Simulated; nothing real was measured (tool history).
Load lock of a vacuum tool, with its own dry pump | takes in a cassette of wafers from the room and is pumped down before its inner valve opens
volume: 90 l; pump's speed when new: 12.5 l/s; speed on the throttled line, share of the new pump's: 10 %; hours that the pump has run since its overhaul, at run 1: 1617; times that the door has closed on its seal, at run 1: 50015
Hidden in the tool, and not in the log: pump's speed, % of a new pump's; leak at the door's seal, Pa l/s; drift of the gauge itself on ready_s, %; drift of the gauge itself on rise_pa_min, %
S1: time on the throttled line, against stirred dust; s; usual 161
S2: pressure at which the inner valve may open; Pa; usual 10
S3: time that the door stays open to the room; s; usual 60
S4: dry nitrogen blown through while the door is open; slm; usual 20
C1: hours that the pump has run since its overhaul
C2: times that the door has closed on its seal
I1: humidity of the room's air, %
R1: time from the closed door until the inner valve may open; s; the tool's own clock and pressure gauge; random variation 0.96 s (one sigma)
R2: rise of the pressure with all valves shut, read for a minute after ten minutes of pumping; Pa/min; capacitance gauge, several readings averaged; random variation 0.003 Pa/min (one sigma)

run 1 hour=0.0 | S1=161 S2=10 S3=60 S4=20 | C1=1617 C2=50015 | I1=47.1 | R1=212.5 R2=0.045
run 2 hour=214.7 | S1=215 S2=10 S3=60 S4=20 | C1=1831 C2=50733 | I1=43.6 | R1=259.5 R2=0.039
run 3 hour=465.4 | S1=215 S2=10 S3=60 S4=20 | C1=2082 C2=51573 | I1=44.7 | R1=261.4 R2=0.047
run 4 hour=697.4 | S1=215 S2=10 S3=60 S4=20 | C1=2314 C2=52349 | I1=45.3 | R1=261.5 R2=0.042
run 5 hour=886.5 | S1=215 S2=12 S3=60 S4=20 | C1=2503 C2=52982 | I1=47.5 | R1=256.8 R2=0.048
run 6 hour=1141.2 | S1=215 S2=12 S3=60 S4=20 | C1=2758 C2=53834 | I1=45.9 | R1=259.4 R2=0.051
run 7 hour=1358.3 | S1=161 S2=10 S3=60 S4=20 | C1=2975 C2=54561 | I1=43.3 | R1=211.0 R2=0.042
run 8 hour=1551.3 | S1=161 S2=10 S3=60 S4=20 | C1=3168 C2=55207 | I1=45.8 | R1=210.4 R2=0.049
run 9 hour=1707.8 | S1=161 S2=10 S3=60 S4=20 | C1=3324 C2=55730 | I1=46.7 | R1=211.9 R2=0.051
run 10 hour=1966.2 | S1=161 S2=10 S3=60 S4=20 | C1=3583 C2=56595 | I1=45.9 | R1=211.3 R2=0.048
run 11 hour=2231.6 | S1=161 S2=17 S3=60 S4=20 | C1=3848 C2=57484 | I1=45.4 | R1=207.6 R2=0.045
run 12 hour=2540.8 | S1=161 S2=17 S3=60 S4=20 | C1=4157 C2=58518 | I1=43.6 | R1=206.4 R2=0.048
run 13 hour=2738.0 | S1=161 S2=17 S3=60 S4=20 | C1=4354 C2=59178 | I1=44.7 | R1=209.0 R2=0.040
run 14 hour=2888.9 | S1=161 S2=10 S3=60 S4=14 | C1=4505 C2=59683 | I1=38.0 | R1=212.1 R2=0.046
run 15 hour=3207.3 | S1=160 S2=12 S3=49 S4=8 | C1=4824 C2=60748 | I1=47.7 | R1=209.4 R2=0.053
run 16 hour=3569.4 | S1=160 S2=12 S3=49 S4=8 | C1=5186 C2=61961 | I1=41.0 | R1=208.3 R2=0.046
run 17 hour=3785.9 | S1=113 S2=13 S3=98 S4=8 | C1=5402 C2=62685 | I1=44.3 | R1=166.3 R2=0.068
run 18 hour=4153.5 | S1=161 S2=10 S3=92 S4=16 | C1=5770 C2=63915 | I1=44.4 | R1=212.2 R2=0.059
run 19 hour=4496.9 | S1=284 S2=10 S3=31 S4=16 | C1=6113 C2=65064 | I1=45.3 | R1=320.5 R2=0.032
run 20 hour=4684.1 | S1=300 S2=10 S3=26 S4=20 | C1=6301 C2=65691 | I1=46.7 | R1=335.7 R2=0.033
run 21 hour=4902.5 | S1=300 S2=10 S3=26 S4=20 | C1=6519 C2=66422 | I1=45.5 | R1=338.6 R2=0.032
run 22 hour=5053.0 | S1=313 S2=10 S3=131 S4=20 | C1=6670 C2=66925 | I1=44.6 | R1=347.4 R2=0.064
run 23 hour=5389.9 | S1=190 S2=8 S3=131 S4=20 | C1=7006 C2=68053 | I1=47.8 | R1=239.8 R2=0.077
run 24 hour=5654.1 | S1=190 S2=8 S3=131 S4=20 | C1=7271 C2=68937 | I1=45.9 | R1=239.0 R2=0.067
run 25 hour=5930.7 | S1=190 S2=8 S3=131 S4=20 | C1=7547 C2=69863 | I1=45.4 | R1=241.5 R2=0.065

Forecast each of these 5 alternatives for the next run:
run A hour=6097.7 | S1=190 S2=8 S3=131 S4=5 | C1=7714 C2=70422 | I1=42.6 | R1=? R2=?
run B hour=6097.7 | S1=145 S2=10 S3=34 S4=20 | C1=7714 C2=70422 | I1=45.7 | R1=? R2=?
run C hour=6097.7 | S1=227 S2=17 S3=131 S4=20 | C1=7714 C2=70422 | I1=47.3 | R1=? R2=?
run D hour=6097.7 | S1=161 S2=10 S3=60 S4=4 | C1=7714 C2=70422 | I1=46.2 | R1=? R2=?
run E hour=6097.7 | S1=161 S2=10 S3=91 S4=29 | C1=7714 C2=70422 | I1=47.8 | R1=? R2=?

run=A R1=241.6 R2=0.086
run=B R1=198.1 R2=0.033
run=C R1=267.8 R2=0.070
run=D R1=212.1 R2=0.064
run=E R1=210.9 R2=0.056
Without the tool's hidden state the same runs would have given:
run=A R1=241.6 R2=0.084
run=B R1=198.1 R2=0.031
run=C R1=267.7 R2=0.069
run=D R1=212.0 R2=0.062
run=E R1=210.9 R2=0.054

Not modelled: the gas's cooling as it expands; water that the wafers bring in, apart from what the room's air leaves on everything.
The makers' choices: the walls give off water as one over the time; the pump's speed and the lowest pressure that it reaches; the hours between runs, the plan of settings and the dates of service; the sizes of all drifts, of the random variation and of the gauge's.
